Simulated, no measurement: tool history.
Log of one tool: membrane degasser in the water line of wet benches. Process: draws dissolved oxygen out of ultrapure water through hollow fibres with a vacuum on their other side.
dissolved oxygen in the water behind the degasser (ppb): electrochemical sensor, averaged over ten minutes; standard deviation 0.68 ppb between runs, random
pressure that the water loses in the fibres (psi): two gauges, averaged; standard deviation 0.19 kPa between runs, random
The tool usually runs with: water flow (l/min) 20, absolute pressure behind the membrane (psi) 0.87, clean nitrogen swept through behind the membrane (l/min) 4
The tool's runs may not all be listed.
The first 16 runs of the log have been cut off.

run,hour,water flow (l/min),absolute pressure behind the membrane (psi),clean nitrogen swept through behind the membrane (l/min),dissolved oxygen in the water behind the degasser (ppb),pressure that the water loses in the fibres (psi)
17,822.3,20,1.706,3.2,163.3,6.064
18,855,16,0.593,4,21.4,4.821
19,902.5,22,0.87,4,78.1,6.646
20,973.7,22,0.87,4,79.7,6.622
21,1034.4,21,1.809,4.74,133.7,6.284
22,1085.7,21,1.809,4.74,138.4,6.337
23,1137.6,21,1.809,4.74,137.7,6.383
24,1170.4,24,0.87,8.2,74.9,7.245
25,1211.7,20,0.57,5.75,35.2,5.965
26,1279.1,21,0.654,5.75,46.9,6.315
27,1349.7,20,1.649,2.29,201.3,6.083
28,1395.7,22,0.776,2.34,90.4,6.641
29,1449,15,0.632,7.67,15.6,4.528
30,1494,13,0.87,4,28.1,3.931
31,1543.9,25,1.874,2.12,326.4,7.593
32,1575.3,15,0.693,4,24.7,4.535

Each row is a separate what-if for the run after 32, all from the same tool condition, not one after another. Results?
A,1646.6,16,1.018,2.03,?,?
B,1646.6,28,0.872,2.09,?,?
C,1646.6,15,0.693,6.45,?,?
D,1646.6,15,0.693,6.2,?,?

run,dissolved oxygen in the water behind the degasser (ppb),pressure that the water loses in the fibres (psi)
A,88.5,4.862
B,173.3,8.473
C,19.2,4.528
D,19.4,4.545
Without the tool's hidden state the same runs would have given:
run,dissolved oxygen in the water behind the degasser (ppb),pressure that the water loses in the fibres (psi)
A,82.7,4.801
B,163.7,8.366
C,17.3,4.47
D,17.5,4.487

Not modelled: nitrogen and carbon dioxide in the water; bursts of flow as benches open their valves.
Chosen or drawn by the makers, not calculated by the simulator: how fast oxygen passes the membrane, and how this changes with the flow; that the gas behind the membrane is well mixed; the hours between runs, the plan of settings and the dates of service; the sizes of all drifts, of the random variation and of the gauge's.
